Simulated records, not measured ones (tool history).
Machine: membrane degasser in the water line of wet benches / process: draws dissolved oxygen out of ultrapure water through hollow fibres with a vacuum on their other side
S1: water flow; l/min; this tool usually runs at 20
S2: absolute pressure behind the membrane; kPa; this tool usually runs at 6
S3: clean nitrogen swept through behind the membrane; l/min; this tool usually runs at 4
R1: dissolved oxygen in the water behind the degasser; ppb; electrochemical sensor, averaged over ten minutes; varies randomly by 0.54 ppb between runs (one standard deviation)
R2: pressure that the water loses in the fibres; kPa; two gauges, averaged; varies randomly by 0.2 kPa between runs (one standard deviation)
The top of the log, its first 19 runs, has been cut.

| run | hour | S1 | S2 | S3 | R1 | R2 |
|---|---|---|---|---|---|---|
| 20 | 3967.5 | 17 | 3.8 | 5.75 | 18.8 | 38.83 |
|  | 4175.3 | vacuum gauge calibrated, once more |
| 21 | 4192.9 | 17 | 3.8 | 5.75 | 15.3 | 39.06 |
| 22 | 4480.5 | 19 | 6 | 1.77 | 85.7 | 43.5 |
| 23 | 4766.8 | 14 | 6 | 4.35 | 29.7 | 32.34 |
| 24 | 5048 | 18 | 3.85 | 3.22 | 23.3 | 41.25 |
| 25 | 5184.4 | 30 | 9.68 | 9.53 | 90.1 | 69.37 |
| 26 | 5363 | 26 | 10.47 | 8.11 | 89.7 | 60.33 |
| 27 | 5500 | 26 | 10.47 | 8.11 | 89.3 | 60.54 |
| 28 | 5784.3 | 19 | 9.55 | 10.62 | 44.7 | 44.63 |
| 29 | 6000.5 | 13 | 5.13 | 4.06 | 22.8 | 30.2 |
| 30 | 6135.9 | 13 | 7.43 | 8.37 | 24.2 | 30.39 |
| 31 | 6321.2 | 13 | 7.43 | 8.37 | 24.3 | 30.36 |
| 32 | 6622.9 | 17 | 6.28 | 11.22 | 25.7 | 40.01 |

Each row is a separate what-if for the run after 32, all from the same tool condition, not one after another. Results?
| A | 6828.2 | 28 | 11.84 | 3.31 | ? | ? |
| B | 6828.2 | 22 | 7.96 | 2.62 | ? | ? |
| C | 6828.2 | 20 | 6 | 2.99 | ? | ? |

| run | R1 | R2 |
|---|---|---|
| A | 209.8 | 66.13 |
| B | 123.7 | 52.18 |
| C | 67.8 | 47.28 |
With no hidden state in the tool, these same runs would have given:
| run | R1 | R2 |
|---|---|---|
| A | 189.4 | 60.17 |
| B | 108.5 | 47.51 |
| C | 55.6 | 43.03 |
